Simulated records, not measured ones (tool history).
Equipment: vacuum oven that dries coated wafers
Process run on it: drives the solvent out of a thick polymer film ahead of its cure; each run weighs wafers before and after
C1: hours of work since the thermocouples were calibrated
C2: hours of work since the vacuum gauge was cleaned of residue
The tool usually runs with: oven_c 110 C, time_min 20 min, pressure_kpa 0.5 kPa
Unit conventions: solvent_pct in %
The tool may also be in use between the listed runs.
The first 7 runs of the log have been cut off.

Run 8, hour 132.2: usual settings; C1 163; C2 259. Result: solvent_pct 4.22 %.
Run 9, hour 157.6: usual settings; C1 175; C2 271. Result: solvent_pct 4.24 %.
Run 10, hour 178.4: usual settings; C1 185; C2 281. Result: solvent_pct 4.25 %.
Run 11, hour 197.4: usual settings; C1 194; C2 290. Result: solvent_pct 4.19 %.
Run 12, hour 221: usual settings; C1 205; C2 301. Result: solvent_pct 4.23 %.
Run 13, hour 247.4: usual settings; C1 217; C2 314. Result: solvent_pct 4.27 %.
Run 14, hour 274.1: usual settings; C1 230; C2 326. Result: solvent_pct 4.2 %.
Run 15, hour 298.1: usual settings but pressure_kpa 1.61 kPa; C1 241; C2 338. Result: solvent_pct 5.05 %.
Run 16, hour 322.9: usual settings but pressure_kpa 0.339 kPa; C1 253; C2 349. Result: solvent_pct 4.08 %.
Run 17, hour 341.8: usual settings; C1 262; C2 358. Result: solvent_pct 4.23 %.
Run 18, hour 366.8: usual settings; C1 274; C2 370. Result: solvent_pct 4.26 %.
Run 19, hour 392.5: usual settings but oven_c 108 C; C1 286; C2 382. Result: solvent_pct 4.91 %.
Run 20, hour 413.8: usual settings but oven_c 108 C, time_min 11 min; C1 296; C2 392. Result: solvent_pct 8.64 %.
Run 21, hour 439.2: usual settings; C1 308; C2 404. Result: solvent_pct 4.28 %.
Run 22, hour 461.2: usual settings; C1 319; C2 415. Result: solvent_pct 4.23 %.
Run 23, hour 474.2: usual settings but oven_c 105 C; C1 325; C2 421. Result: solvent_pct 5.84 %.

Run 24 comes next. What will it give?
Run 24, hour 490.8: usual settings but oven_c 105 C; C1 333; C2 429. Result: solvent_pct ?.

{"run 24": {"solvent_pct": 5.88}}
With the hidden condition absent and the run-to-run variation left alone, this run would have shown solvent_pct 5.81 %.
